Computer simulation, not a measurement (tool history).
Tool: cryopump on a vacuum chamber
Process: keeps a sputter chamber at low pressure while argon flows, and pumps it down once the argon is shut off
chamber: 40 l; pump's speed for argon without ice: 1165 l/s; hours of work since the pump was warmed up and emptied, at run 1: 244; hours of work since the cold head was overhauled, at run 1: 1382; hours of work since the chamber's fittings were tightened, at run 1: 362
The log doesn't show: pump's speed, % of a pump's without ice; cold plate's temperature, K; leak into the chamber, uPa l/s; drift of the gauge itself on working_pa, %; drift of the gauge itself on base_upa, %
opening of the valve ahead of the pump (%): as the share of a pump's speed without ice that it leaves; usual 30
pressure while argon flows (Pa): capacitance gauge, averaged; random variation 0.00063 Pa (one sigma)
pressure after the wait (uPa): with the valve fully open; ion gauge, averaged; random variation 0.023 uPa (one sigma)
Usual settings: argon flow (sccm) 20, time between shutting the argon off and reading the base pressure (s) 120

run	hour	argon flow (sccm)	time between shutting the argon off and reading the base pressure (s)	opening of the valve ahead of the pump (%)	hours of work since the pump was warmed up and emptied	hours of work since the cold head was overhauled	hours of work since the chamber's fittings were tightened	pressure while argon flows (Pa)	pressure after the wait (uPa)
1	0	20	120	30	244	1382	362	0.1016	1.14
2	70.1	20	32	30	298	1436	416	0.1024	2.57
3	108.9	20	62	30	328	1466	446	0.1031	1.67
4	197.1	20	22	30	396	1534	514	0.1058	3.56
5	238.8	17	120	30	429	1566	546	0.0898	1.44
# hour 297.7: pump warmed up, emptied and cooled again
6	305.6	17	120	30	6	1614	594	0.0817	1.29
7	383.9	9	120	30	67	1674	654	0.0442	1.41
8	463.9	11	120	30	128	1736	716	0.0545	1.41
9	505.1	25	120	30	160	1768	748	0.1252	1.5
10	570	25	204	30	210	1818	798	0.1261	1.35
11	624.9	25	204	30	252	1860	840	0.1288	1.46
12	664.5	25	204	30	283	1891	871	0.1292	1.46
13	727.1	20	120	30	331	1939	919	0.1057	1.74
14	801.7	20	212	30	389	1997	976	0.1061	1.68
15	862.7	20	120	25	436	2044	1024	0.1271	1.97
16	903.6	17	120	25	468	2075	1055	0.1093	2.07
# hour 916.9: pump warmed up, emptied and cooled again
17	971.5	17	120	25	42	2124	1104	0.1004	1.7
18	1041.1	17	120	25	96	2178	1157	0.0998	1.84
# hour 1070.8: leaking fittings of the chamber tightened, without venting
19	1115.5	12	174	29	152	2234	35	0.0629	0.71
20	1167	30	174	42	191	2273	74	0.1104	0.74
21	1243	27	22	42	250	2332	133	0.1014	3.11
22	1292.2	27	23	42	288	2370	171	0.1033	3.1
23	1367.5	27	23	42	346	2428	229	0.1044	3.17
24	1449.8	27	23	42	410	2491	292	0.1061	3.22
25	1488.9	11	173	30	440	2522	323	0.0602	1.06
# hour 1538.4: pump warmed up, emptied and cooled again
26	1539	10	68	48	0	2556	357	0.0314	1.47
27	1577.7	20	34	26	30	2586	387	0.1127	2.34
28	1615.4	16	49	30	59	2615	416	0.0782	1.86
29	1666.1	16	49	30	99	2655	456	0.079	1.9
30	1715	14	120	30	136	2692	493	0.069	1.28
31	1796.9	11	120	49	199	2755	556	0.0349	1.41
32	1844.1	10	161	43	236	2792	593	0.0362	1.26
33	1904.8	30	73	18	283	2839	640	0.2509	1.81
34	1977.5	30	73	18	339	2895	696	0.254	1.94

The same runs without the tool's hidden state, with the same run-to-run variation:
run	pressure while argon flows (Pa)	pressure after the wait (uPa)
1	0.0972	0.74
2	0.0968	2.08
3	0.0967	1.16
4	0.0974	2.91
5	0.0819	0.73
6	0.0811	0.75
7	0.0434	0.78
8	0.0528	0.73
9	0.1205	0.73
10	0.1201	0.53
11	0.1214	0.55
12	0.121	0.5
13	0.098	0.71
14	0.0969	0.54
15	0.1163	0.7
16	0.0992	0.72
17	0.099	0.72
18	0.0975	0.75
19	0.0605	0.6
20	0.1033	0.59
21	0.093	2.88
22	0.0936	2.82
23	0.0928	2.81
24	0.0918	2.75
25	0.0538	0.55
26	0.0309	1.12
27	0.1112	1.95
28	0.0765	1.43
29	0.0768	1.43
30	0.0666	0.75
31	0.0322	0.78
32	0.0333	0.6
33	0.2408	1.07
34	0.2417	1.07

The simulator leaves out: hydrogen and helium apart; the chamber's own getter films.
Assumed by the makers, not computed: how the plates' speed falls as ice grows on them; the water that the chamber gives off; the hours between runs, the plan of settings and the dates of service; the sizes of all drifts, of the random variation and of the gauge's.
